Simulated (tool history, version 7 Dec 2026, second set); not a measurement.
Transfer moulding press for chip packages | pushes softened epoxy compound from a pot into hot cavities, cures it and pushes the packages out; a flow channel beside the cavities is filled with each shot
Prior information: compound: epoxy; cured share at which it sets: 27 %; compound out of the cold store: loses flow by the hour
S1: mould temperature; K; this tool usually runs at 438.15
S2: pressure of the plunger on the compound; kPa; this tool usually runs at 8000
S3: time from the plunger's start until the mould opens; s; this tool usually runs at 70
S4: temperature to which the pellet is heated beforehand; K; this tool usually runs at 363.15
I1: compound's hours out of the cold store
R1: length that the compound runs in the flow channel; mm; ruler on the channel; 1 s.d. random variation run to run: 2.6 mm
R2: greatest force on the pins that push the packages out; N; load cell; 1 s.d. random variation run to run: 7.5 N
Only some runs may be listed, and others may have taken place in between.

run   hour      S1    S2   S3      S4    I1   R1   R2
  1    0.0  438.15  8000   70  363.15  26.0  513  323
      11.9  -- cavities cleaned with cleaning compound and waxed
  2   20.9  438.15  8000   70  363.15  14.4  536  322
  3   36.9  438.15  8000   77  363.15  12.5  537  257
  4   64.6  430.15  8000   70  363.15  40.4  505  561
  5   82.5  430.15  8000   70  363.15  44.6  500  547
      94.0  -- plunger's sealing rings changed
  6  112.1  445.15  8000   70  363.15  14.5  524  228
     118.5  -- cavities cleaned with cleaning compound and waxed
  7  132.2  445.15  8000   70  363.15  17.5  519  227
  8  156.4  438.15  8000  102  363.15  37.9  490  207
  9  174.8  436.15  8000   70  363.15  41.8  486  355
 10  202.0  436.15  8000   70  373.15  33.9  501  347
     221.5  -- cavities cleaned with cleaning compound and waxed
 11  227.2  436.15  8000   70  373.15  11.5  540  348
 12  251.9  431.15  6120   81  362.15  42.2  437  386
 13  277.1  431.15  6120   81  362.15  18.1  466  402
 14  290.3  431.15  6120   81  362.15  38.0  445  384
 15  312.4  431.15  6120   81  366.15   9.3  484  383

3 ways to go on from here, each from the tool as it stands after run 15. What would each give?
     325.2  -- cavities cleaned with cleaning compound and waxed
  A  330.4  438.15  8000  70  371.15  30.1   ?   ?
     325.2  -- cavities cleaned with cleaning compound and waxed
  B  330.4  431.15  8000  95  355.15  22.6   ?   ?
     325.2  -- cavities cleaned with cleaning compound and waxed
  C  330.4  444.15  8000  92  363.15  10.3   ?   ?

run   R1   R2
  A  502  301
  B  532  271
  C  529  196
The same runs, with their run-to-run variation unchanged, on a tool lacking any hidden condition would have given:
run   R1   R2
  A  502  300
  B  532  270
  C  530  196
